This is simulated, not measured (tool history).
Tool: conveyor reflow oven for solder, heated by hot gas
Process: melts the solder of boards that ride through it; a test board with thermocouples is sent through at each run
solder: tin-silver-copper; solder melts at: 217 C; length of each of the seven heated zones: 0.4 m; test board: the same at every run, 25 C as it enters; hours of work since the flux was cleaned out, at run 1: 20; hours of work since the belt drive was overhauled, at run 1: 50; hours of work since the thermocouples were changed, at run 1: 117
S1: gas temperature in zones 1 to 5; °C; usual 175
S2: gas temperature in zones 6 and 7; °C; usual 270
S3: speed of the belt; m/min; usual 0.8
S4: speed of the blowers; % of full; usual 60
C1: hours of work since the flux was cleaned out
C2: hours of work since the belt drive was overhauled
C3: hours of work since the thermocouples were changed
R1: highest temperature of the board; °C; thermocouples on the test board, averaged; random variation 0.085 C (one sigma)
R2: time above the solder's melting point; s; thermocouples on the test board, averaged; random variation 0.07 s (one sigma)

run     day   S1   S2     S3  S4   C1   C2   C3      R1     R2
  1       0  175  270    0.8  60   20   50  117   253.4  45.52
  2   1.254  175  270    0.8  60   36   65  133  253.47  45.51
  3   2.471  175  270    0.8  60   51   80  148   253.2   45.4
  4   4.038  175  270    0.8  74   70  100  168  256.06   47.4
  5   4.888  170  270    0.8  74   81  110  178  255.09  45.61
  6   5.738  162  270    0.8  60   91  121  189  250.59  40.26
  7   7.342  175  270  0.856  60  111  141  209  250.47  40.36
  8   8.429  175  260    0.8  60  125  155  222  244.31  39.67
       8.75  -- flux residue cleaned out of gas plates and filters
  9  10.496  175  260    0.8  60   22  178  245   243.2  38.58
 10  11.792  175  270    0.8  66   38  194  262  252.77  45.07
 11   12.95  175  270  0.726  60   52  208  276  254.86  51.32
 12  13.846  175  277  0.726  67   63  219  287  262.22  55.36
 13   14.85  175  270  0.822  60   76  232  300  250.28  41.89
 14   16.35  175  270  0.822  60   95  251  318  250.22  41.95
     17.025  -- flux residue cleaned out of gas plates and filters, once more
 15  18.054  175  270  0.822  60   13  269  337  253.21   44.2
 16   19.85  178  270  0.742  60   35  292  359  256.85  52.66
 17  21.246  178  270  0.742  60   53  309  377  256.89  52.58
 18  23.112  178  270  0.742  60   76  332  400  256.78  52.49
 19  24.958  175  270    0.8  80   99  355  423  257.44  48.44
 20  26.317  175  270    0.8  80  116  372  440  257.35  48.44
 21  27.696  175  270    0.8  63  133  389  457     254  45.92

Measured less the same run without the tool's hidden state. The same run-to-run variation is in both; the gauge's scatter may not be:
The hidden state here: heat that the gas passes to the board, % of a clean oven's; belt's true speed, % of the reading; true gas temperature in zones 6 and 7 over the reading, C; drift of the gauge itself on peak_c, C; drift of the gauge itself on liquid_s, %.
run     R1     R2
  1  -0.03  -0.11
  2  -0.11  -0.17
  3   -0.2  -0.24
  4  -0.34  -0.32
  5  -0.45   -0.4
  6  -0.56  -0.54
  7  -0.68   -0.6
  8  -0.57  -0.74
  9   -1.6  -1.81
 10  -1.94   -1.5
 11  -1.65  -1.34
 12  -1.89   -1.1
 13  -2.26  -1.84
 14   -2.4  -1.95
 15  +0.69  +0.44
 16  +0.63  +0.39
 17  +0.54  +0.34
 18  +0.43  +0.26
 19  +0.14  +0.04
 20  +0.02  -0.04
 21  -0.06  -0.09
